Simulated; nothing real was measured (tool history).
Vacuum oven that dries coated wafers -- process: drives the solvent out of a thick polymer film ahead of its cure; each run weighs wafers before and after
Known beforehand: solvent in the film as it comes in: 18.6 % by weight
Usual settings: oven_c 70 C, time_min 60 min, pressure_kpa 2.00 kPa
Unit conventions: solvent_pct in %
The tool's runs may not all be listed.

run	day	oven_c	time_min	pressure_kpa	solvent_pct
1	0.000	70	60	2.00	2.25
2	2.929	70	60	2.00	2.34
3	4.267	70	60	2.00	2.26
4	6.767	59	60	2.00	5.63
5	8.412	59	60	2.00	5.77
6	10.267	59	60	2.00	5.80
7	13.217	59	60	2.00	5.78
8	14.825	70	60	2.00	2.40
9	16.412	70	60	2.00	2.33
10	18.133	70	83	2.00	1.56
11	19.688	70	83	2.00	1.51
12	21.050	70	83	2.00	1.57
13	23.108	58	83	2.00	4.54
14	24.979	58	83	2.00	4.55
15	26.692	70	61	2.00	2.35
16	28.354	70	44	2.00	3.67
17	29.588	70	87	2.88	1.77
# day 30.767: oven's thermocouples calibrated
18	31.858	70	87	2.88	1.42
19	33.442	59	87	2.88	3.81
20	35.483	59	87	2.88	3.79
21	37.438	55	68	1.75	5.86
22	39.058	83	35	1.47	1.11
23	40.475	83	35	1.47	1.12
24	42.175	83	31	1.47	1.39
25	43.846	83	31	1.47	1.41
26	46.100	74	103	2.00	0.74
27	48.554	74	103	2.00	0.74
28	50.196	74	103	2.00	0.78
29	53.054	55	60	2.15	6.78
30	54.333	55	60	7.84	9.51
31	56.412	64	60	2.84	3.89
32	57.629	64	60	2.84	3.92

4 ways to go on from here, each from the tool as it stands after run 32. What would each give?
A	59.554	69	77	6.35	?
B	59.554	73	60	2.00	?
C	59.554	69	67	3.31	?
D	59.554	79	38	3.21	?

run	solvent_pct
A	3.10
B	1.55
C	2.36
D	1.98
With no hidden state in the tool, these same runs would have given:
run	solvent_pct
A	2.93
B	1.41
C	2.19
D	1.86
